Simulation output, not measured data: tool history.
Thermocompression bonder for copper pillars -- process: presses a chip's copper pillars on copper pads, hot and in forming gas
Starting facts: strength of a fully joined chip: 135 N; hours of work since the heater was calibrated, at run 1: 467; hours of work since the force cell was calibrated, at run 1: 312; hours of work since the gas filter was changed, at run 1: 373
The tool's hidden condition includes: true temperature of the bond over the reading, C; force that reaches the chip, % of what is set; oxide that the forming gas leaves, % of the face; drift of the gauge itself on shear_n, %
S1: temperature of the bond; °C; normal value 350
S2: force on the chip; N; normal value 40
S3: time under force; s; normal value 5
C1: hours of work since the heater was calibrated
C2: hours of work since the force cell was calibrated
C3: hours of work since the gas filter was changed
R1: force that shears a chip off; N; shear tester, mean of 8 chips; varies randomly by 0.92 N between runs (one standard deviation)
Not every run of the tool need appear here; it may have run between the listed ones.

run,day,S1,S2,S3,C1,C2,C3,R1
1,0.000,350,40,5,467,312,373,71.7
2,0.696,346,40,5,476,320,382,67.2
3,1.321,350,40,5,484,328,389,69.3
# day 1.696: forming gas filter changed
4,1.979,350,40,5,491,336,3,80.5
5,2.700,350,40,5,500,344,12,79.8
6,3.496,350,38,5,510,354,22,76.6
7,3.846,350,40,5,514,358,26,79.0
8,4.354,350,26,5,520,365,33,61.7
9,5.104,350,26,5,530,374,42,60.7
10,5.738,350,26,5,537,382,50,61.4
# day 5.967: heater calibrated with a thermocouple chip
11,6.354,369,40,5,5,388,56,84.2
12,7.146,350,40,7,14,398,66,84.2
13,7.921,343,40,5,24,407,75,70.6
14,8.658,350,40,3,33,416,84,62.9
15,9.033,350,39,3,38,421,89,61.0
16,9.412,321,40,5,42,426,94,58.6
17,9.933,350,33,8,49,432,100,77.9
18,10.596,350,29,3,57,440,108,50.8
19,11.421,372,26,7,67,450,118,77.4
20,11.912,350,40,12,73,456,124,96.4
21,12.338,357,49,6,78,462,130,90.9
22,12.988,357,49,6,86,470,138,90.2
23,13.508,357,49,6,93,476,144,91.0
24,14.017,335,40,3,99,482,150,53.2
25,14.417,372,40,9,104,487,155,98.2
26,15.221,350,40,9,114,497,165,84.9
27,15.829,350,40,9,121,504,172,86.6
28,16.567,343,37,7,130,513,181,73.8
29,17.129,343,37,7,137,520,188,73.1
30,17.946,350,49,3,147,530,198,70.2

What if the next run were any one of these 3? Each begins from the tool's condition after run 30:
A,18.321,322,29,8,152,535,203,?
B,18.321,350,57,3,152,535,203,?
C,18.321,362,37,3,152,535,203,?

run,R1
A,54.9
B,74.0
C,65.5
With the hidden condition removed and each run's random variation left untouched, the same runs would have given:
run,R1
A,59.3
B,79.8
C,70.7

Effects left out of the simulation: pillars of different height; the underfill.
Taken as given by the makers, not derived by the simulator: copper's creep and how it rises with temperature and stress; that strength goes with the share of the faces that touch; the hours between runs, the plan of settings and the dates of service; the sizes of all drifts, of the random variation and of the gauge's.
